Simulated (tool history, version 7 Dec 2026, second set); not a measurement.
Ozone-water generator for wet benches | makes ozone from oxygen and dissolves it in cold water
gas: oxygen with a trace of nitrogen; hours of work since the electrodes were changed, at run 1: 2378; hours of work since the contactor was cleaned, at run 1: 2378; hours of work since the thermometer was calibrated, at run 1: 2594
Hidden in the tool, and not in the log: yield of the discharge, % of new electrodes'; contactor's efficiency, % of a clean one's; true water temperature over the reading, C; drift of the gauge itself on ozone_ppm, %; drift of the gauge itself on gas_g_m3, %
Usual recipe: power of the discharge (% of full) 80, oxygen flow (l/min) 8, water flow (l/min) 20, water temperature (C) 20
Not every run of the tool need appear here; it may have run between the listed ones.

| run | day | power of the discharge (% of full) | oxygen flow (l/min) | water flow (l/min) | water temperature (C) | hours of work since the electrodes were changed | hours of work since the contactor was cleaned | hours of work since the thermometer was calibrated | dissolved ozone (ppm) | ozone in the gas ahead of the water (g/m3) |
|---|---|---|---|---|---|---|---|---|---|---|
| 1 | 0 | 80 | 8 | 20 | 20 | 2378 | 2378 | 2594 | 25.7 | 239.1 |
| 2 | 1.454 | 80 | 8 | 30 | 20 | 2411 | 2411 | 2626 | 18.2 | 239.3 |
| 3 | 4.242 | 80 | 8 | 17 | 20 | 2474 | 2474 | 2689 | 28.8 | 240.2 |
| 4 | 6.138 | 80 | 8 | 17 | 20 | 2516 | 2516 | 2732 | 28.8 | 238.7 |
| 5 | 7.738 | 80 | 8 | 17 | 20 | 2552 | 2552 | 2768 | 29.2 | 239.5 |
| 6 | 10.183 | 80 | 8 | 25 | 20 | 2607 | 2607 | 2823 | 21.7 | 236.2 |
| 7 | 12.779 | 80 | 8 | 25 | 20 | 2665 | 2665 | 2881 | 21.7 | 239.3 |
| 8 | 14.188 | 80 | 8 | 20 | 20 | 2697 | 2697 | 2913 | 25.9 | 238.5 |
| 9 | 15.875 | 80 | 8 | 20 | 20 | 2735 | 2735 | 2951 | 25.9 | 238.9 |
|  | 16.512 | water thermometer calibrated |
| 10 | 18.421 | 80 | 8 | 20 | 20 | 2792 | 2792 | 43 | 26 | 238.4 |
| 11 | 20.858 | 80 | 8 | 20 | 20 | 2847 | 2847 | 98 | 25.4 | 237.7 |
| 12 | 22.671 | 80 | 5.02 | 20 | 21 | 2887 | 2887 | 138 | 25.6 | 300.4 |
| 13 | 24.883 | 44 | 6.92 | 20 | 12 | 2937 | 2937 | 188 | 17.6 | 154 |
| 14 | 26.596 | 71 | 8 | 20 | 12 | 2975 | 2975 | 227 | 26.5 | 213.9 |
| 15 | 29.304 | 71 | 8 | 20 | 22 | 3036 | 3036 | 287 | 22.6 | 216.9 |
| 16 | 30.754 | 71 | 8 | 20 | 22 | 3069 | 3069 | 320 | 22.2 | 214.3 |

For run 17, what comes out?
|  | 31.379 | contactor cleaned |
| 17 | 32.754 | 61 | 8 | 25 | 20 | 3110 | 31 | 361 | ? | ? |

Run 17 gave dissolved ozone (ppm) 17.1, ozone in the gas ahead of the water (g/m3) 190.
If the tool had no hidden condition, the same run with the same run-to-run variation would have returned dissolved ozone (ppm) 17.1, ozone in the gas ahead of the water (g/m3) 190.2.

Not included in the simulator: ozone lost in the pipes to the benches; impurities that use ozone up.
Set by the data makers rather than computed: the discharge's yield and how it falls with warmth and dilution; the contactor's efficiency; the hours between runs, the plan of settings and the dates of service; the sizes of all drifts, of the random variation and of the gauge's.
